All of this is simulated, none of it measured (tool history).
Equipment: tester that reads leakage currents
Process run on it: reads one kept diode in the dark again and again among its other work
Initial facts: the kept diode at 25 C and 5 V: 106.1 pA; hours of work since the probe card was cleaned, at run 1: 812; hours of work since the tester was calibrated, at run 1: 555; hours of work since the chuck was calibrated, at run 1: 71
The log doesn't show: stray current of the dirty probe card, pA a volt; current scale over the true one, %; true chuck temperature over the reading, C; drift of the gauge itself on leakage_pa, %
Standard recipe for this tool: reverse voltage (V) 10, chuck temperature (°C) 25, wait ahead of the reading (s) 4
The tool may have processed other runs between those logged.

| run | hour | reverse voltage (V) | chuck temperature (°C) | wait ahead of the reading (s) | hours of work since the probe card was cleaned | hours of work since the tester was calibrated | hours of work since the chuck was calibrated | current that the tester gives (pA) |
|---|---|---|---|---|---|---|---|---|
| 1 | 0 | 10 | 25 | 4 | 812 | 555 | 71 | 154.36 |
| 2 | 46.6 | 10 | 25 | 4 | 832 | 575 | 92 | 155.05 |
| 3 | 80 | 10 | 25 | 4 | 846 | 589 | 106 | 154.84 |
| 4 | 123.8 | 10 | 25 | 2.51 | 865 | 608 | 125 | 155.37 |
| 5 | 173.7 | 10 | 25 | 2.51 | 887 | 630 | 147 | 154.23 |
| 6 | 212.6 | 10 | 25 | 2.51 | 904 | 647 | 164 | 154.81 |
| 7 | 243.8 | 10 | 25 | 2.51 | 917 | 661 | 177 | 154.83 |
| 8 | 278.6 | 10 | 25 | 2.51 | 933 | 676 | 192 | 154.39 |
| 9 | 307.1 | 10 | 25 | 2.51 | 945 | 688 | 205 | 154.42 |
| 10 | 349.7 | 10 | 25 | 2.51 | 963 | 707 | 223 | 154.36 |
| 11 | 386.8 | 10 | 25 | 4 | 980 | 723 | 239 | 154.66 |
| 12 | 449.5 | 10 | 25 | 4 | 1007 | 750 | 267 | 154.36 |
| 13 | 478.1 | 10 | 25 | 4 | 1019 | 762 | 279 | 154.28 |
| 14 | 519.7 | 10 | 25 | 4 | 1037 | 780 | 297 | 153.27 |
| 15 | 582 | 4.4 | 25 | 1.75 | 1064 | 808 | 324 | 102.65 |
| 16 | 628.2 | 4.4 | 25 | 1.75 | 1084 | 828 | 344 | 102.82 |
| 17 | 690.2 | 1.5 | 23 | 4.62 | 1111 | 855 | 371 | 51.84 |
| 18 | 726 | 3.1 | 23 | 4.62 | 1127 | 870 | 387 | 74.57 |
| 19 | 775.7 | 3.1 | 23 | 4.62 | 1149 | 892 | 408 | 74 |
|  | 829.6 | probe card cleaned and baked |
| 20 | 834.4 | 9.4 | 51 | 0.56 | 2 | 916 | 433 | 881.72 |
| 21 | 894.5 | 9.4 | 51 | 0.56 | 28 | 942 | 459 | 880.24 |
| 22 | 936.3 | 2.9 | 40 | 6.62 | 46 | 960 | 477 | 241.12 |
| 23 | 985 | 2.9 | 40 | 6.62 | 67 | 981 | 498 | 240.71 |
| 24 | 1026.6 | 2.9 | 40 | 6.62 | 86 | 999 | 516 | 240.31 |
| 25 | 1085.5 | 6.9 | 55 | 6.62 | 111 | 1025 | 542 | 976.46 |
| 26 | 1136.4 | 6.7 | 25 | 4 | 133 | 1047 | 564 | 119.66 |

5 options for the next run, each taken on its own from the tool as it stands now. Forecast them:
| A | 1166 | 5.1 | 40 | 4.01 | 146 | 1060 | 577 | ? |
| B | 1166 | 4.9 | 39 | 4 | 146 | 1060 | 577 | ? |
| C | 1166 | 2.2 | 23 | 1.42 | 146 | 1060 | 577 | ? |
| D | 1166 | 2.9 | 52 | 0.46 | 146 | 1060 | 577 | ? |
| E | 1166 | 6.7 | 31 | 4 | 146 | 1060 | 577 | ? |

| run | current that the tester gives (pA) |
|---|---|
| A | 312.04 |
| B | 284.89 |
| C | 60.29 |
| D | 537.35 |
| E | 186.96 |
With no hidden state in the tool, these same runs would have given:
| run | current that the tester gives (pA) |
|---|---|
| A | 320.54 |
| B | 292.68 |
| C | 61.99 |
| D | 551.53 |
| E | 191.92 |

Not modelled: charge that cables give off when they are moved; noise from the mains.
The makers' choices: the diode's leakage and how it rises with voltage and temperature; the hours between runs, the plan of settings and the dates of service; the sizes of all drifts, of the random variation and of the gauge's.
